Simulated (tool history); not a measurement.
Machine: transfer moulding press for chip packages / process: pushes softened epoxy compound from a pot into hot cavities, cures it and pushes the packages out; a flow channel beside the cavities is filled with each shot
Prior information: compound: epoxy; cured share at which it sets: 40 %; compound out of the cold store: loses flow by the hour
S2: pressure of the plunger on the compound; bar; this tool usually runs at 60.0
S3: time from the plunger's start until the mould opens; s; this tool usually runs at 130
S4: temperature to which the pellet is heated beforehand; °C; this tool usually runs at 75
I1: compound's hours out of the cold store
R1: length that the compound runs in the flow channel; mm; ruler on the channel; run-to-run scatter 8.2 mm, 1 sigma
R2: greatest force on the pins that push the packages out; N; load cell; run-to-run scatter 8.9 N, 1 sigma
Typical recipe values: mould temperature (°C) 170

run 1 hour=0.0 | mould_temperature_(°C)=170 S2=60.0 S3=130 S4=75 | I1=26.3 | R1=929 R2=510
run 2 hour=15.6 | mould_temperature_(°C)=170 S2=60.0 S3=130 S4=75 | I1=32.1 | R1=895 R2=609
run 3 hour=28.2 | mould_temperature_(°C)=170 S2=60.0 S3=130 S4=75 | I1=18.1 | R1=948 R2=646
run 4 hour=35.9 | mould_temperature_(°C)=170 S2=60.0 S3=130 S4=75 | I1=8.2 | R1=984 R2=685
run 5 hour=48.0 | mould_temperature_(°C)=170 S2=60.0 S3=130 S4=75 | I1=9.7 | R1=961 R2=718
run 6 hour=55.9 | mould_temperature_(°C)=170 S2=60.0 S3=130 S4=75 | I1=38.6 | R1=891 R2=731
-- hour=68.7 cavities cleaned with cleaning compound and waxed
run 7 hour=69.3 | mould_temperature_(°C)=170 S2=60.0 S3=140 S4=75 | I1=11.1 | R1=952 R2=412
run 8 hour=78.0 | mould_temperature_(°C)=170 S2=54.7 S3=130 S4=75 | I1=46.3 | R1=824 R2=481
run 9 hour=84.8 | mould_temperature_(°C)=170 S2=54.7 S3=130 S4=75 | I1=37.9 | R1=855 R2=551
run 10 hour=95.8 | mould_temperature_(°C)=170 S2=60.0 S3=130 S4=75 | I1=15.9 | R1=951 R2=585
run 11 hour=104.4 | mould_temperature_(°C)=170 S2=60.0 S3=130 S4=75 | I1=17.3 | R1=941 R2=613
run 12 hour=116.7 | mould_temperature_(°C)=170 S2=60.0 S3=130 S4=75 | I1=33.7 | R1=900 R2=664
run 13 hour=127.4 | mould_temperature_(°C)=170 S2=60.0 S3=130 S4=75 | I1=11.1 | R1=963 R2=708
run 14 hour=139.6 | mould_temperature_(°C)=170 S2=59.5 S3=130 S4=75 | I1=42.5 | R1=868 R2=750
-- hour=153.3 cavities cleaned with cleaning compound and waxed
run 15 hour=154.6 | mould_temperature_(°C)=170 S2=66.5 S3=128 S4=75 | I1=11.9 | R1=993 R2=430
run 16 hour=170.1 | mould_temperature_(°C)=166 S2=49.2 S3=129 S4=84 | I1=38.5 | R1=806 R2=660
-- hour=173.4 mould's thermocouples calibrated
run 17 hour=178.8 | mould_temperature_(°C)=172 S2=55.6 S3=154 S4=77 | I1=22.4 | R1=859 R2=483
run 18 hour=186.3 | mould_temperature_(°C)=172 S2=55.6 S3=154 S4=77 | I1=34.4 | R1=825 R2=529
run 19 hour=193.8 | mould_temperature_(°C)=170 S2=72.1 S3=169 S4=72 | I1=31.8 | R1=978 R2=534
run 20 hour=203.0 | mould_temperature_(°C)=173 S2=72.1 S3=169 S4=77 | I1=45.7 | R1=922 R2=569
run 21 hour=217.8 | mould_temperature_(°C)=167 S2=49.1 S3=129 S4=74 | I1=34.1 | R1=789 R2=810
-- hour=231.8 mould's thermocouples calibrated, once more
run 22 hour=234.4 | mould_temperature_(°C)=166 S2=60.0 S3=130 S4=75 | I1=18.7 | R1=936 R2=897
-- hour=241.7 cavities cleaned with cleaning compound and waxed
run 23 hour=243.6 | mould_temperature_(°C)=166 S2=63.3 S3=120 S4=78 | I1=18.1 | R1=951 R2=595
run 24 hour=255.7 | mould_temperature_(°C)=166 S2=63.3 S3=120 S4=78 | I1=39.4 | R1=922 R2=700
run 25 hour=270.0 | mould_temperature_(°C)=166 S2=63.3 S3=120 S4=78 | I1=18.7 | R1=942 R2=845
run 26 hour=278.7 | mould_temperature_(°C)=175 S2=46.1 S3=130 S4=75 | I1=18.6 | R1=768 R2=531
run 27 hour=290.5 | mould_temperature_(°C)=175 S2=46.1 S3=130 S4=75 | I1=29.2 | R1=749 R2=558
run 28 hour=296.9 | mould_temperature_(°C)=172 S2=59.8 S3=122 S4=84 | I1=36.4 | R1=840 R2=657

Forecast each of these 3 alternatives for the next run:
run A hour=306.3 | mould_temperature_(°C)=164 S2=68.4 S3=139 S4=84 | I1=12.8 | R1=? R2=?
run B hour=306.3 | mould_temperature_(°C)=172 S2=47.1 S3=140 S4=84 | I1=12.2 | R1=? R2=?
run C hour=306.3 | mould_temperature_(°C)=177 S2=45.9 S3=110 S4=75 | I1=28.0 | R1=? R2=?

run=A R1=1017 R2=901
run=B R1=810 R2=624
run=C R1=738 R2=635
Stripped of hidden state, with their random variation kept, the same runs would have yielded:
run=A R1=1134 R2=531
run=B R1=903 R2=363
run=C R1=823 R2=371
